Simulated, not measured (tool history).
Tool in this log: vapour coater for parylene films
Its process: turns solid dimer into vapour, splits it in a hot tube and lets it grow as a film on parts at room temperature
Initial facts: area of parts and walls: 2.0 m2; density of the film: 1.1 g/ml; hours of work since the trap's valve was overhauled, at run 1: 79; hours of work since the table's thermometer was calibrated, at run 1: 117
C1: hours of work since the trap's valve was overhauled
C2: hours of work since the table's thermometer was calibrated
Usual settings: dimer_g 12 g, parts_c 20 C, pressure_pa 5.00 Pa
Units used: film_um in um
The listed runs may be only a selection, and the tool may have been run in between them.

{"run": 1, "hour": 0.0, "dimer_g": 12, "parts_c": 20, "pressure_pa": 5.0, "C1": 79, "C2": 117, "film_um": 3.33}
{"run": 2, "hour": 14.0, "dimer_g": 14, "parts_c": 20, "pressure_pa": 5.0, "C1": 88, "C2": 126, "film_um": 3.87}
{"run": 3, "hour": 36.1, "dimer_g": 16, "parts_c": 20, "pressure_pa": 5.0, "C1": 102, "C2": 140, "film_um": 4.48}
{"run": 4, "hour": 59.9, "dimer_g": 16, "parts_c": 20, "pressure_pa": 5.0, "C1": 118, "C2": 156, "film_um": 4.38}
{"run": 5, "hour": 79.3, "dimer_g": 12, "parts_c": 20, "pressure_pa": 5.0, "C1": 130, "C2": 168, "film_um": 3.31}
{"run": 6, "hour": 96.8, "dimer_g": 12, "parts_c": 20, "pressure_pa": 5.0, "C1": 142, "C2": 180, "film_um": 3.31}
{"run": 7, "hour": 119.3, "dimer_g": 12, "parts_c": 20, "pressure_pa": 5.0, "C1": 156, "C2": 194, "film_um": 3.27}
{"run": 8, "hour": 130.6, "dimer_g": 12, "parts_c": 20, "pressure_pa": 5.0, "C1": 164, "C2": 201, "film_um": 3.24}
{"run": 9, "hour": 154.2, "dimer_g": 12, "parts_c": 20, "pressure_pa": 5.0, "C1": 179, "C2": 217, "film_um": 3.24}
{"run": 10, "hour": 166.4, "dimer_g": 12, "parts_c": 20, "pressure_pa": 5.0, "C1": 187, "C2": 225, "film_um": 3.31}
{"run": 11, "hour": 179.9, "dimer_g": 18, "parts_c": 14, "pressure_pa": 9.98, "C1": 196, "C2": 233, "film_um": 5.35}
{"run": 12, "hour": 191.5, "dimer_g": 10, "parts_c": 19, "pressure_pa": 9.98, "C1": 203, "C2": 241, "film_um": 2.34}
{"run": 13, "hour": 213.3, "dimer_g": 14, "parts_c": 20, "pressure_pa": 5.0, "C1": 217, "C2": 255, "film_um": 3.8}
{"run": 14, "hour": 226.8, "dimer_g": 12, "parts_c": 15, "pressure_pa": 6.89, "C1": 226, "C2": 264, "film_um": 3.69}
{"run": 15, "hour": 250.0, "dimer_g": 12, "parts_c": 15, "pressure_pa": 6.89, "C1": 241, "C2": 279, "film_um": 3.72}
{"run": 16, "hour": 269.2, "dimer_g": 18, "parts_c": 26, "pressure_pa": 6.9, "C1": 254, "C2": 291, "film_um": 3.51}
{"run": 17, "hour": 286.2, "dimer_g": 10, "parts_c": 13, "pressure_pa": 2.27, "C1": 265, "C2": 302, "film_um": 4.24}
{"run": 18, "hour": 303.6, "dimer_g": 12, "parts_c": 29, "pressure_pa": 3.13, "C1": 276, "C2": 314, "film_um": 2.48}

Consider 3 possible next runs. They are alternatives, not a sequence: every one starts from the tool as it was left by run 18. What does each give?
{"run": "A", "hour": 321.5, "dimer_g": 7, "parts_c": 25, "pressure_pa": 8.09, "C1": 288, "C2": 325, "film_um": "?"}
{"run": "B", "hour": 321.5, "dimer_g": 15, "parts_c": 21, "pressure_pa": 3.13, "C1": 288, "C2": 325, "film_um": "?"}
{"run": "C", "hour": 321.5, "dimer_g": 17, "parts_c": 19, "pressure_pa": 2.28, "C1": 288, "C2": 325, "film_um": "?"}

run=A film_um=1.36
run=B film_um=4.29
run=C film_um=5.82
Without the tool's hidden state the same runs would have given:
run=A film_um=1.42
run=B film_um=4.48
run=C film_um=6.07
